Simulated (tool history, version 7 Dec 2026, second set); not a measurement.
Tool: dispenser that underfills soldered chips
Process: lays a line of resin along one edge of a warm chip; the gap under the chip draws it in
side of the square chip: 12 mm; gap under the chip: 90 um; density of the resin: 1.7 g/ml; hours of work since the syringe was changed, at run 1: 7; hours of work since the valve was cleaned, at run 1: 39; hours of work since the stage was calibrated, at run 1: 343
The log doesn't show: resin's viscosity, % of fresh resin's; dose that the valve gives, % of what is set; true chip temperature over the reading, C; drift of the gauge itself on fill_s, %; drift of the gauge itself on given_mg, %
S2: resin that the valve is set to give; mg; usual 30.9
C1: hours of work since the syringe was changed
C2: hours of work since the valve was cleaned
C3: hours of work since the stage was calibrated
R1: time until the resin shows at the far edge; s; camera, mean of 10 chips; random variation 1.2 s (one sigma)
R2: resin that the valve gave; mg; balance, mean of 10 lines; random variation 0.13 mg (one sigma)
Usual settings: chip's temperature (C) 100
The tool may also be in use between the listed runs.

{"run": 1, "day": 0.0, "chip's temperature (C)": 100, "S2": 30.9, "C1": 7, "C2": 39, "C3": 343, "R1": 141.2, "R2": 29.75}
{"day": 0.179, "done": "new syringe of resin"}
{"run": 2, "day": 0.462, "chip's temperature (C)": 92, "S2": 30.9, "C1": 5, "C2": 48, "C3": 352, "R1": 180.5, "R2": 29.57}
{"run": 3, "day": 0.688, "chip's temperature (C)": 92, "S2": 30.9, "C1": 10, "C2": 52, "C3": 356, "R1": 204.0, "R2": 29.39}
{"day": 0.742, "done": "new syringe of resin"}
{"run": 4, "day": 1.017, "chip's temperature (C)": 92, "S2": 30.9, "C1": 5, "C2": 58, "C3": 362, "R1": 172.3, "R2": 29.07}
{"day": 1.292, "done": "new syringe of resin"}
{"run": 5, "day": 1.292, "chip's temperature (C)": 92, "S2": 38.7, "C1": 0, "C2": 63, "C3": 367, "R1": 145.1, "R2": 36.61}
{"run": 6, "day": 1.712, "chip's temperature (C)": 92, "S2": 38.7, "C1": 8, "C2": 71, "C3": 375, "R1": 183.1, "R2": 36.31}
{"day": 1.838, "done": "new syringe of resin"}
{"run": 7, "day": 2.112, "chip's temperature (C)": 100, "S2": 30.9, "C1": 5, "C2": 78, "C3": 383, "R1": 130.5, "R2": 28.78}
{"day": 2.379, "done": "new syringe of resin"}
{"run": 8, "day": 2.379, "chip's temperature (C)": 100, "S2": 30.9, "C1": 0, "C2": 83, "C3": 387, "R1": 110.5, "R2": 28.7}
{"run": 9, "day": 2.738, "chip's temperature (C)": 106, "S2": 30.9, "C1": 7, "C2": 90, "C3": 394, "R1": 111.0, "R2": 28.19}
{"day": 2.925, "done": "new syringe of resin"}
{"run": 10, "day": 3.208, "chip's temperature (C)": 106, "S2": 30.9, "C1": 5, "C2": 99, "C3": 403, "R1": 106.4, "R2": 28.27}
{"day": 3.475, "done": "new syringe of resin"}
{"run": 11, "day": 3.567, "chip's temperature (C)": 106, "S2": 30.9, "C1": 2, "C2": 105, "C3": 410, "R1": 97.7, "R2": 27.97}
{"run": 12, "day": 3.942, "chip's temperature (C)": 93, "S2": 30.9, "C1": 9, "C2": 113, "C3": 417, "R1": 195.4, "R2": 27.82}
{"day": 4.012, "done": "new syringe of resin"}
{"day": 4.146, "done": "dispensing valve cleaned and set on the balance"}
{"run": 13, "day": 4.454, "chip's temperature (C)": 100, "S2": 33.8, "C1": 8, "C2": 6, "C3": 425, "R1": 137.0, "R2": 33.54}
{"day": 4.596, "done": "new syringe of resin"}
{"run": 14, "day": 4.742, "chip's temperature (C)": 100, "S2": 33.3, "C1": 3, "C2": 11, "C3": 431, "R1": 118.1, "R2": 32.66}
{"day": 5.158, "done": "new syringe of resin"}
{"run": 15, "day": 5.162, "chip's temperature (C)": 100, "S2": 35.7, "C1": 0, "C2": 19, "C3": 438, "R1": 104.5, "R2": 35.09}
{"run": 16, "day": 5.358, "chip's temperature (C)": 100, "S2": 35.7, "C1": 4, "C2": 23, "C3": 442, "R1": 118.6, "R2": 34.94}
{"day": 5.696, "done": "new syringe of resin"}
{"run": 17, "day": 5.717, "chip's temperature (C)": 100, "S2": 35.7, "C1": 0, "C2": 29, "C3": 449, "R1": 107.3, "R2": 34.8}
{"run": 18, "day": 6.033, "chip's temperature (C)": 100, "S2": 31.5, "C1": 6, "C2": 35, "C3": 455, "R1": 133.6, "R2": 30.15}
{"day": 6.242, "done": "new syringe of resin"}
{"run": 19, "day": 6.25, "chip's temperature (C)": 100, "S2": 31.5, "C1": 0, "C2": 39, "C3": 459, "R1": 107.2, "R2": 30.25}
{"run": 20, "day": 6.504, "chip's temperature (C)": 100, "S2": 31.5, "C1": 5, "C2": 44, "C3": 463, "R1": 126.2, "R2": 30.46}
{"run": 21, "day": 6.712, "chip's temperature (C)": 112, "S2": 31.9, "C1": 9, "C2": 48, "C3": 467, "R1": 94.1, "R2": 30.1}
{"day": 6.796, "done": "new syringe of resin"}
{"run": 22, "day": 7.0, "chip's temperature (C)": 94, "S2": 27.8, "C1": 4, "C2": 53, "C3": 473, "R1": 159.8, "R2": 26.48}
{"day": 7.342, "done": "new syringe of resin"}
{"run": 23, "day": 7.35, "chip's temperature (C)": 94, "S2": 32.8, "C1": 0, "C2": 59, "C3": 479, "R1": 133.3, "R2": 30.89}
{"run": 24, "day": 7.621, "chip's temperature (C)": 86, "S2": 30.9, "C1": 5, "C2": 65, "C3": 484, "R1": 220.3, "R2": 28.95}
{"day": 7.883, "done": "new syringe of resin"}
{"run": 25, "day": 7.925, "chip's temperature (C)": 88, "S2": 26.7, "C1": 1, "C2": 70, "C3": 490, "R1": 185.8, "R2": 24.8}
{"run": 26, "day": 8.212, "chip's temperature (C)": 88, "S2": 38.2, "C1": 6, "C2": 76, "C3": 495, "R1": 198.3, "R2": 35.74}
{"day": 8.421, "done": "new syringe of resin"}
{"run": 27, "day": 8.467, "chip's temperature (C)": 88, "S2": 38.2, "C1": 1, "C2": 80, "C3": 500, "R1": 169.3, "R2": 35.61}
{"run": 28, "day": 8.938, "chip's temperature (C)": 88, "S2": 38.2, "C1": 10, "C2": 89, "C3": 509, "R1": 225.9, "R2": 35.11}
{"day": 8.992, "done": "new syringe of resin"}
{"day": 9.062, "done": "stage's temperature calibrated"}
{"run": 29, "day": 9.438, "chip's temperature (C)": 108, "S2": 31.3, "C1": 8, "C2": 98, "C3": 7, "R1": 110.2, "R2": 28.27}
{"day": 9.592, "done": "new syringe of resin"}
{"run": 30, "day": 9.9, "chip's temperature (C)": 105, "S2": 33.7, "C1": 6, "C2": 106, "C3": 16, "R1": 116.1, "R2": 30.5}
{"day": 10.167, "done": "new syringe of resin"}
{"run": 31, "day": 10.388, "chip's temperature (C)": 104, "S2": 38.4, "C1": 4, "C2": 115, "C3": 25, "R1": 111.2, "R2": 34.48}

The next listed run, before its measurement:
{"day": 10.467, "done": "dispensing valve cleaned and set on the balance"}
{"run": 32, "day": 10.654, "chip's temperature (C)": 111, "S2": 32.0, "C1": 8, "C2": 4, "C3": 29, "R1": "?", "R2": "?"}

R1: 102.4 s
R2: 31.92 mg
Without the tool's hidden state the same run would have given R1 77.6 s, R2 32.10 mg.
